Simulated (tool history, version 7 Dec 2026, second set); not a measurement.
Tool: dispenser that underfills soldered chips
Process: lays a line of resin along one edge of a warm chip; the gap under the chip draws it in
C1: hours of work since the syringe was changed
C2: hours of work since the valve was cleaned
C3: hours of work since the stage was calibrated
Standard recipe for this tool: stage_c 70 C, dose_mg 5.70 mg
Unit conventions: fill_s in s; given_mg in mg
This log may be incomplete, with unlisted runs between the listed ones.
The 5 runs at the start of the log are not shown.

At day 1.475: new syringe of resin.
Run 6, day 1.571: usual settings but dose_mg 6.80 mg; C1 2; C2 54; C3 241. Result: fill_s 43.9 s, given_mg 6.63 mg.
Run 7, day 1.875: usual settings but dose_mg 6.80 mg; C1 7; C2 59; C3 247. Result: fill_s 56.6 s, given_mg 6.64 mg.
At day 2.017: new syringe of resin.
Run 8, day 2.054: usual settings but dose_mg 4.94 mg; C1 1; C2 63; C3 250. Result: fill_s 43.3 s, given_mg 4.85 mg.
Run 9, day 2.329: usual settings but dose_mg 4.94 mg; C1 6; C2 68; C3 255. Result: fill_s 55.3 s, given_mg 4.77 mg.
At day 2.512: dispensing valve cleaned and set on the balance.
At day 2.575: new syringe of resin.
Run 10, day 2.642: usual settings but dose_mg 4.94 mg; C1 1; C2 2; C3 260. Result: fill_s 44.7 s, given_mg 4.89 mg.
Run 11, day 3.012: usual settings but stage_c 82 C, dose_mg 4.94 mg; C1 8; C2 9; C3 267. Result: fill_s 35.5 s, given_mg 4.92 mg.
At day 3.108: new syringe of resin.
Run 12, day 3.246: usual settings but stage_c 55 C, dose_mg 4.94 mg; C1 3; C2 13; C3 271. Result: fill_s 98.7 s, given_mg 4.94 mg.
Run 13, day 3.471: usual settings; C1 7; C2 18; C3 276. Result: fill_s 55.1 s, given_mg 5.65 mg.
At day 3.629: new syringe of resin.
Run 14, day 3.775: usual settings; C1 3; C2 23; C3 281. Result: fill_s 46.6 s, given_mg 5.66 mg.
Run 15, day 4.104: usual settings; C1 9; C2 29; C3 287. Result: fill_s 59.6 s, given_mg 5.68 mg.
At day 4.150: new syringe of resin.
Run 16, day 4.504: usual settings; C1 7; C2 37; C3 295. Result: fill_s 53.4 s, given_mg 5.64 mg.
At day 4.667: new syringe of resin.
Run 17, day 4.842: usual settings but stage_c 56 C; C1 3; C2 43; C3 301. Result: fill_s 94.4 s, given_mg 5.56 mg.
At day 5.183: new syringe of resin.
Run 18, day 5.212: usual settings but dose_mg 6.14 mg; C1 1; C2 49; C3 307. Result: fill_s 41.4 s, given_mg 6.04 mg.

Predict the results of run 19:
Run 19, day 5.483: usual settings but dose_mg 5.05 mg; C1 6; C2 55; C3 313. Result: fill_s ?, given_mg ?.

fill_s: 56.4 s
given_mg: 4.95 mg
With the hidden condition absent and the run-to-run variation left alone, this run would have shown fill_s 48.6 s, given_mg 5.06 mg.
